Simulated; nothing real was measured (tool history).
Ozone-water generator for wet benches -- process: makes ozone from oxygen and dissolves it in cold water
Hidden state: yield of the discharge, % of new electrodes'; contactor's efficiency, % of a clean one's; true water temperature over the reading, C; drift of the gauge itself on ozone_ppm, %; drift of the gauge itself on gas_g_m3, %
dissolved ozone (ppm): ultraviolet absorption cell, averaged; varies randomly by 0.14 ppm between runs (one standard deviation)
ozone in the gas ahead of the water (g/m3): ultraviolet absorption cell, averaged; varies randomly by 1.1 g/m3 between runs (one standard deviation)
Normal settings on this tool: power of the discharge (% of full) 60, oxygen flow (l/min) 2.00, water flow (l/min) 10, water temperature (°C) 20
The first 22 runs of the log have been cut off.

| run | hour | power of the discharge (% of full) | oxygen flow (l/min) | water flow (l/min) | water temperature (°C) | hours of work since the electrodes were changed | hours of work since the contactor was cleaned | hours of work since the thermometer was calibrated | dissolved ozone (ppm) | ozone in the gas ahead of the water (g/m3) |
|---|---|---|---|---|---|---|---|---|---|---|
| 23 | 901.5 | 58 | 1.06 | 8 | 24 | 2009 | 160 | 2433 | 16.1 | 238.4 |
| 24 | 932.7 | 58 | 1.06 | 13 | 17 | 2036 | 187 | 2461 | 9.6 | 239.7 |
| 25 | 958.9 | 58 | 1.06 | 13 | 17 | 2059 | 210 | 2484 | 9.9 | 236.9 |
| 26 | 999.6 | 91 | 3.51 | 15 | 15 | 2095 | 246 | 2519 | 15.2 | 183.1 |
| 27 | 1033.6 | 60 | 1.20 | 10 | 20 | 2125 | 276 | 2549 | 13.9 | 228.0 |
| 28 | 1085.2 | 60 | 1.20 | 10 | 20 | 2170 | 321 | 2594 | 13.7 | 227.8 |
| 29 | 1139.2 | 78 | 1.20 | 10 | 12 | 2217 | 368 | 2642 | 18.5 | 285.5 |
| 30 | 1192.5 | 60 | 1.34 | 10 | 20 | 2264 | 415 | 2689 | 14.2 | 215.2 |
| 31 | 1244.7 | 40 | 1.02 | 10 | 20 | 2310 | 461 | 2734 | 9.5 | 178.8 |
| 32 | 1285.1 | 40 | 1.02 | 10 | 20 | 2345 | 496 | 2770 | 9.3 | 175.8 |
| 33 | 1336.0 | 54 | 1.02 | 10 | 20 | 2390 | 541 | 2814 | 12.2 | 227.0 |

Forecast each of these 4 alternatives for the next run:
| A | 1361.2 | 46 | 1.48 | 10 | 20 | 2412 | 563 | 2837 | ? | ? |
| B | 1361.2 | 60 | 2.00 | 10 | 26 | 2412 | 563 | 2837 | ? | ? |
| C | 1361.2 | 54 | 1.02 | 10 | 19 | 2412 | 563 | 2837 | ? | ? |
| D | 1361.2 | 69 | 2.32 | 10 | 18 | 2412 | 563 | 2837 | ? | ? |

| run | dissolved ozone (ppm) | ozone in the gas ahead of the water (g/m3) |
|---|---|---|
| A | 11.3 | 161.4 |
| B | 13.2 | 171.3 |
| C | 12.3 | 225.7 |
| D | 16.9 | 177.8 |
Had the tool no hidden state, the same runs would have come out as:
| run | dissolved ozone (ppm) | ozone in the gas ahead of the water (g/m3) |
|---|---|---|
| A | 12.4 | 174.8 |
| B | 15.0 | 190.9 |
| C | 13.7 | 248.8 |
| D | 19.5 | 201.4 |

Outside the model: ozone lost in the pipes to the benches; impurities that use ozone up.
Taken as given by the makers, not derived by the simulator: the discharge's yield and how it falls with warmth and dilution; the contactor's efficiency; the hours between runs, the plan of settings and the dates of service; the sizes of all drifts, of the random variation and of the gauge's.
